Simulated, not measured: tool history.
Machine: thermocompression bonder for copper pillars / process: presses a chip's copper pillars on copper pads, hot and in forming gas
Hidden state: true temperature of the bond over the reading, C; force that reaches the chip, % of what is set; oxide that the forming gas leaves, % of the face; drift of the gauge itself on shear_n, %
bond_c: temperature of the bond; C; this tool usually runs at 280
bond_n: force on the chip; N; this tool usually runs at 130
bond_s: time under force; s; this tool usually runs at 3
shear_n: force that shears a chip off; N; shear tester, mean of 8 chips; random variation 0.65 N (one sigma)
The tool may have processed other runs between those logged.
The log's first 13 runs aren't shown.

run     day  bond_c  bond_n  bond_s  hours of work since the heater was calibrated  hours of work since the force cell was calibrated  hours of work since the gas filter was changed  shear_n
 14  18.154     293     130       4                                            649                                                690                                              32     70.9
 15  19.067     293     130       4                                            659                                                699                                              42     71.0
 16  20.146     280     130       3                                            670                                                711                                              53     57.5
 17  21.567     280      83       3                                            685                                                726                                              68     39.5
 18  22.908     280      83       3                                            699                                                740                                              82     40.9
 19  24.658     280      83       3                                            717                                                758                                             100     39.9
 20  26.017     280     130       3                                            731                                                772                                             114     58.4
 21  27.517     283     130       8                                            747                                                788                                             130     73.7
 22  28.529     283     130       8                                            758                                                798                                             141     72.9
 23  30.167     310     130       3                                            775                                                815                                             158     73.1
 24  31.042     289     130       2                                            784                                                824                                             167     55.9
 25  32.608     289     130       2                                            800                                                841                                             183     56.1
 26  33.379     264      89       2                                            808                                                849                                             191     28.4
 27  34.958     294     149       6                                            825                                                865                                             208     75.1
 28  36.479     280     146       3                                            841                                                881                                             224     60.0
 29  38.229     280     146       3                                            859                                                900                                             242     60.0
     38.912  -- forming gas filter changed
 30  39.250     280     177       5                                            869                                                910                                               4     79.5
 31  40.792     281      95       8                                            885                                                926                                              20     63.4

Run 32 comes next. What will it give?
 32  42.554     271     181       2                                            904                                                944                                              38        ?

Run 32 came out at shear_n 61.7 N.
The same run, on a tool lacking any hidden state, would have yielded shear_n 54.1 N.

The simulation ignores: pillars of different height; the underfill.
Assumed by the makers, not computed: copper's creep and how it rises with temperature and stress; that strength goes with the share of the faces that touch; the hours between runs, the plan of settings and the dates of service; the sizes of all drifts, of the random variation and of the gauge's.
